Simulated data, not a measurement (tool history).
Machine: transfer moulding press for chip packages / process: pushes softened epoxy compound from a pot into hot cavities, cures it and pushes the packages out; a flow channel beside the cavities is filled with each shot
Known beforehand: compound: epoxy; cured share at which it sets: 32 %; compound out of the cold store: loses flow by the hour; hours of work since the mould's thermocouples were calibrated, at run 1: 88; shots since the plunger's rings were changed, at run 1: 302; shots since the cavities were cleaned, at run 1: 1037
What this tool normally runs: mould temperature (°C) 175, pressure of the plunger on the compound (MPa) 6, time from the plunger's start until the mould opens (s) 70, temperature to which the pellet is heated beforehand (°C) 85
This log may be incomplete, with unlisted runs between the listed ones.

run   hour  mould temperature (°C)  pressure of the plunger on the compound (MPa)  time from the plunger's start until the mould opens (s)  temperature to which the pellet is heated beforehand (°C)  hours of work since the mould's thermocouples were calibrated  shots since the plunger's rings were changed  shots since the cavities were cleaned  incoming compound's hours out of the cold store  length that the compound runs in the flow channel (mm)  greatest force on the pins that push the packages out (N)
  1      0                     175                                              6                                                       70                                                         85                                                             88                                           302                                   1037                                              9.7                                                     710                                                        455
       9.3  -- cavities cleaned with cleaning compound and waxed
  2   11.1                     175                                              6                                                       70                                                         85                                                             92                                           419                                     22                                             47.7                                                     606                                                        393
  3   22.4                     175                                              6                                                       70                                                         85                                                             98                                           556                                    159                                             31.9                                                     647                                                        404
  4   30.2                     175                                              6                                                       70                                                         85                                                            101                                           651                                    254                                             35.1                                                     642                                                        416
  5   41.2                     175                                              6                                                       70                                                         85                                                            106                                           785                                    388                                             39.6                                                     628                                                        385
  6   49.7                     175                                              6                                                       70                                                         85                                                            110                                           888                                    491                                             41.6                                                     620                                                        399
  7   54.8                     175                                              6                                                       69                                                         85                                                            113                                           949                                    552                                             42.9                                                     622                                                        420
  8   65.2                     175                                              6                                                       69                                                         85                                                            118                                          1076                                    679                                             34.5                                                     641                                                        441
  9     74                     175                                              6                                                       69                                                         85                                                            122                                          1182                                    785                                             24.4                                                     670                                                        448
 10   86.2                     175                                              6                                                       69                                                         85                                                            127                                          1331                                    934                                             43.7                                                     618                                                        437
 11   96.5                     175                                              6                                                       69                                                         92                                                            132                                          1455                                   1058                                             29.3                                                     655                                                        415
     104.5  -- cavities cleaned with cleaning compound and waxed
 12  109.7                     175                                              6                                                       70                                                         85                                                            138                                          1598                                     63                                             43.8                                                     617                                                        394
 13  118.8                     175                                              6                                                       70                                                         85                                                            142                                          1709                                    174                                             16.1                                                     692                                                        444
 14  128.7                     175                                              6                                                       70                                                         85                                                            146                                          1829                                    294                                             32.1                                                     647                                                        413
 15  136.8                     175                                              6                                                       58                                                         85                                                            150                                          1927                                    392                                             34.3                                                     644                                                        701
 16    147                     175                                              6                                                       58                                                         85                                                            155                                          2052                                    517                                               44                                                     619                                                        681
 17  154.6                     175                                              6                                                       58                                                         85                                                            158                                          2143                                    608                                             28.7                                                     655                                                        714
 18  160.7                     175                                              6                                                       58                                                         85                                                            161                                          2218                                    683                                             26.4                                                     667                                                        742
 19    172                     171                                           6.59                                                       73                                                         95                                                            166                                          2354                                    819                                               40                                                     662                                                        445
 20  180.4                     175                                           5.64                                                       98                                                         86                                                            170                                          2457                                    922                                             15.1                                                     670                                                        275
 21  190.1                     180                                              6                                                       70                                                         88                                                            175                                          2575                                   1040                                             11.3                                                     696                                                        339
     199.1  -- cavities cleaned with cleaning compound and waxed
 22  203.1                     178                                              6                                                       70                                                         86                                                            180                                          2714                                     48                                             10.1                                                     708                                                        366
 23  215.4                     180                                           7.25                                                       70                                                         92                                                            186                                          2864                                    198                                             18.7                                                     743                                                        329
 24  223.6                     171                                           7.25                                                       70                                                         79                                                            190                                          2963                                    297                                             40.9                                                     696                                                        548
 25  231.9                     167                                              6                                                       80                                                         85                                                            194                                          3064                                    398                                             11.1                                                     723                                                        521
 26  240.3                     167                                              6                                                       80                                                         85                                                            198                                          3165                                    499                                             30.7                                                     670                                                        499
 27  247.4                     179                                           5.13                                                       95                                                         82                                                            201                                          3252                                    586                                               35                                                     588                                                        284
 28  259.7                     175                                              6                                                       91                                                         85                                                            207                                          3402                                    736                                             24.5                                                     668                                                        274

Hidden state at the last listed run before each entry between runs and at the first one after, where it differs:
Between runs 1 and 2: cavities cleaned with cleaning compound and waxed (hour 9.3)
  pressure that reaches the compound, % of what is set: 99.98 -> 99.97; grip of the stained cavities, % over clean ones': 1.8 -> 0.1
  measured minus no-state result, greatest force on the pins that push the packages out (N): +8 -> +1
Between runs 11 and 12: cavities cleaned with cleaning compound and waxed (hour 104.5)
  grip of the stained cavities, % over clean ones': 1.8 -> 0.3
  measured minus no-state result, greatest force on the pins that push the packages out (N): +7 -> +1
Between runs 21 and 22: cavities cleaned with cleaning compound and waxed (hour 199.1)
  grip of the stained cavities, % over clean ones': 1.7 -> 0.2
  measured minus no-state result, greatest force on the pins that push the packages out (N): +6 -> +1
